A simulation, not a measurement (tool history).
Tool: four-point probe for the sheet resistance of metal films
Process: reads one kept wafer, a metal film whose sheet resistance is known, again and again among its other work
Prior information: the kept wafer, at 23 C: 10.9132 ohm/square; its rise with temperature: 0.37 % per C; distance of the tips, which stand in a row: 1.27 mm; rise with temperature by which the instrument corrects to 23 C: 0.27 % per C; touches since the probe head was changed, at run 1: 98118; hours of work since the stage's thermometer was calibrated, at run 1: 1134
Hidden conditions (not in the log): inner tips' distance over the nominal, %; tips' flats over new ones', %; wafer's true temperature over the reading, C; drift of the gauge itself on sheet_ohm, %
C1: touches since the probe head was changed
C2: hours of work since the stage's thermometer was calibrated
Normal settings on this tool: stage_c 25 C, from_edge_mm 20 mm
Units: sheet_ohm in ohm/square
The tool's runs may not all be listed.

Run 1, day 0: usual settings; C1 98118; C2 1134. Result: sheet_ohm 11.056291 ohm/square.
Run 2, day 3.371: usual settings but stage_c 20 C; C1 101103; C2 1176. Result: sheet_ohm 10.999295 ohm/square.
Run 3, day 7.767: usual settings; C1 104992; C2 1230. Result: sheet_ohm 11.062164 ohm/square.
Run 4, day 10.546: usual settings but from_edge_mm 11 mm; C1 107449; C2 1264. Result: sheet_ohm 11.11964 ohm/square.
Run 5, day 14.579: usual settings but stage_c 27 C, from_edge_mm 11 mm; C1 111020; C2 1314. Result: sheet_ohm 11.144069 ohm/square.
Run 6, day 18.292: usual settings but stage_c 27 C, from_edge_mm 11 mm; C1 114304; C2 1359. Result: sheet_ohm 11.147276 ohm/square.
Run 7, day 21.283: usual settings but stage_c 27 C, from_edge_mm 11 mm; C1 116953; C2 1396. Result: sheet_ohm 11.146466 ohm/square.
Run 8, day 25.392: usual settings but stage_c 29 C; C1 120590; C2 1447. Result: sheet_ohm 11.118579 ohm/square.
At day 27.804: stage's thermometer calibrated.
Run 9, day 28.592: usual settings; C1 123401; C2 10. Result: sheet_ohm 11.051036 ohm/square.
Run 10, day 33.358: usual settings; C1 127621; C2 68. Result: sheet_ohm 11.055621 ohm/square.
Run 11, day 37.55: usual settings but stage_c 26 C, from_edge_mm 7 mm; C1 131328; C2 120. Result: sheet_ohm 11.236697 ohm/square.
Run 12, day 41.958: usual settings but stage_c 26 C, from_edge_mm 7 mm; C1 135231; C2 174. Result: sheet_ohm 11.237821 ohm/square.
Run 13, day 44.367: usual settings but from_edge_mm 70 mm; C1 137362; C2 204. Result: sheet_ohm 11.0436 ohm/square.
Run 14, day 50.067: usual settings but stage_c 22 C, from_edge_mm 4 mm; C1 142408; C2 274. Result: sheet_ohm 11.574044 ohm/square.
Run 15, day 55.821: usual settings but stage_c 22 C, from_edge_mm 4 mm; C1 147497; C2 345. Result: sheet_ohm 11.579793 ohm/square.
Run 16, day 59.412: usual settings but from_edge_mm 3 mm; C1 150676; C2 390. Result: sheet_ohm 12.012228 ohm/square.
Run 17, day 64.433: usual settings but from_edge_mm 3 mm; C1 155119; C2 452. Result: sheet_ohm 12.016969 ohm/square.
Run 18, day 68.133: usual settings but stage_c 35 C, from_edge_mm 46 mm; C1 158394; C2 497. Result: sheet_ohm 11.171003 ohm/square.
Run 19, day 73.988: usual settings but stage_c 35 C, from_edge_mm 46 mm; C1 163577; C2 569. Result: sheet_ohm 11.176829 ohm/square.

Below are 3 alternative next runs, each starting from the tool's condition after run 19. Predict each:
Run A, day 76.454: usual settings but stage_c 26 C, from_edge_mm 56 mm; C1 165759; C2 600. Result: sheet_ohm ?.
Run B, day 76.454: usual settings but stage_c 23 C, from_edge_mm 5 mm; C1 165759; C2 600. Result: sheet_ohm ?.
Run C, day 76.454: usual settings but stage_c 22 C, from_edge_mm 29 mm; C1 165759; C2 600. Result: sheet_ohm ?.

run  sheet_ohm
  A  11.076622
  B  11.410003
  C  11.040994
With the hidden condition removed and each run's random variation left untouched, the same runs would have given:
run  sheet_ohm
  A   10.95048
  B  11.280299
  C  10.915148
